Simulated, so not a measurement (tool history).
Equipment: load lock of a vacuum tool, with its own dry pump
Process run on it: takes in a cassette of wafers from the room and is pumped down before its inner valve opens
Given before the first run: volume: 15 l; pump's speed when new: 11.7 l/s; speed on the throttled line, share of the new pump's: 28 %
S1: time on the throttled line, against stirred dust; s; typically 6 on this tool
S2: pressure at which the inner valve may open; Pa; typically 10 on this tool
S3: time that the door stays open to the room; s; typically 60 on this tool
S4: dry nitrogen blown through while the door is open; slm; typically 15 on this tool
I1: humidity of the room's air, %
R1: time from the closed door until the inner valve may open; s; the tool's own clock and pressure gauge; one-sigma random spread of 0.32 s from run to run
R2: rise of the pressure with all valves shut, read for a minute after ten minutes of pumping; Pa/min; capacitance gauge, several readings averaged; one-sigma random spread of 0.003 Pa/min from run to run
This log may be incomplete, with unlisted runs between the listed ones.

Run 1, hour 0: usual settings; I1 42.2. Result: R1 16 s, R2 0.285 Pa/min.
Run 2, hour 319: usual settings but S3 156 s; I1 44.8. Result: R1 16.4 s, R2 0.336 Pa/min.
Run 3, hour 787.2: usual settings but S3 217 s; I1 44.8. Result: R1 16.5 s, R2 0.367 Pa/min.
Run 4, hour 1252.1: usual settings but S3 34 s; I1 49.3. Result: R1 16.2 s, R2 0.332 Pa/min.
Run 5, hour 1613.1: usual settings; I1 44.6. Result: R1 16.3 s, R2 0.354 Pa/min.
Run 6, hour 1966.4: usual settings but S1 3 s; I1 47. Result: R1 14.5 s, R2 0.364 Pa/min.
Run 7, hour 2381.4: usual settings but S1 3 s; I1 46.7. Result: R1 14.5 s, R2 0.389 Pa/min.
Run 8, hour 3095.1: usual settings but S1 3 s; I1 47.8. Result: R1 15 s, R2 0.415 Pa/min.
Run 9, hour 3455.7: usual settings but S2 20 Pa; I1 44.5. Result: R1 15.6 s, R2 0.424 Pa/min.
At hour 3542.4: door's seal changed, seat wiped.
Run 10, hour 3845.7: usual settings but S2 20 Pa; I1 43.2. Result: R1 15.6 s, R2 0.05 Pa/min.
Run 11, hour 4517.1: usual settings but S2 20 Pa; I1 44.7. Result: R1 15.6 s, R2 0.063 Pa/min.
Run 12, hour 4874.1: usual settings but S2 20 Pa; I1 41.9. Result: R1 15.2 s, R2 0.063 Pa/min.
Run 13, hour 5563.2: usual settings; I1 47.5. Result: R1 17.1 s, R2 0.077 Pa/min.
Run 14, hour 6187: usual settings; I1 43.6. Result: R1 16.8 s, R2 0.084 Pa/min.
Run 15, hour 6897.4: usual settings but S1 11 s, S4 29 slm; I1 45.4. Result: R1 21 s, R2 0.078 Pa/min.
Run 16, hour 7496.8: usual settings but S1 11 s, S2 15 Pa, S4 9 slm; I1 43.8. Result: R1 19.9 s, R2 0.113 Pa/min.
Run 17, hour 7942.6: usual settings but S1 11 s, S2 15 Pa, S4 9 slm; I1 45. Result: R1 20.6 s, R2 0.122 Pa/min.
Run 18, hour 8385: usual settings but S2 14 Pa, S4 28 slm; I1 47.2. Result: R1 16.9 s, R2 0.104 Pa/min.
Run 19, hour 8772.2: usual settings but S1 7 s, S2 14 Pa, S3 54 s, S4 7 slm; I1 47. Result: R1 17.4 s, R2 0.147 Pa/min.
Run 20, hour 9494.7: usual settings but S1 7 s, S2 14 Pa, S3 54 s, S4 7 slm; I1 47.6. Result: R1 18.4 s, R2 0.164 Pa/min.
Run 21, hour 9821.8: usual settings but S1 7 s, S2 14 Pa, S3 54 s, S4 7 slm; I1 45.9. Result: R1 17.9 s, R2 0.162 Pa/min.
Run 22, hour 10115.4: usual settings but S2 12 Pa, S3 240 s, S4 8 slm; I1 44.1. Result: R1 17.3 s, R2 0.254 Pa/min.
Run 23, hour 10449.8: usual settings but S1 4 s, S2 12 Pa, S3 226 s, S4 8 slm; I1 41.5. Result: R1 16.6 s, R2 0.246 Pa/min.
At hour 10622.4: dry pump taken out, an overhauled one fitted.
Run 24, hour 11106.5: usual settings but S1 4 s, S2 8 Pa, S3 27 s, S4 22 slm; I1 45.2. Result: R1 14.8 s, R2 0.163 Pa/min.
Run 25, hour 11433.1: usual settings but S2 9 Pa; I1 43. Result: R1 16.2 s, R2 0.19 Pa/min.

Alternative continuations, all from the tool just after run 25; predict every row:
Run A, hour 11899.8: usual settings but S3 55 s; I1 45.2. Result: R1 ?, R2 ?.
Run B, hour 11899.8: usual settings but S1 10 s, S2 18 Pa, S3 129 s; I1 44. Result: R1 ?, R2 ?.
Run C, hour 11899.8: usual settings but S1 11 s, S4 24 slm; I1 48.1. Result: R1 ?, R2 ?.

run    R1     R2
  A  15.8  0.204
  B  18.3  0.233
  C  19.3  0.197
The same runs, with their run-to-run variation unchanged, on a tool lacking any hidden condition would have given:
run    R1     R2
  A  15.7  0.045
  B  18.2  0.074
  C  19.2   0.04
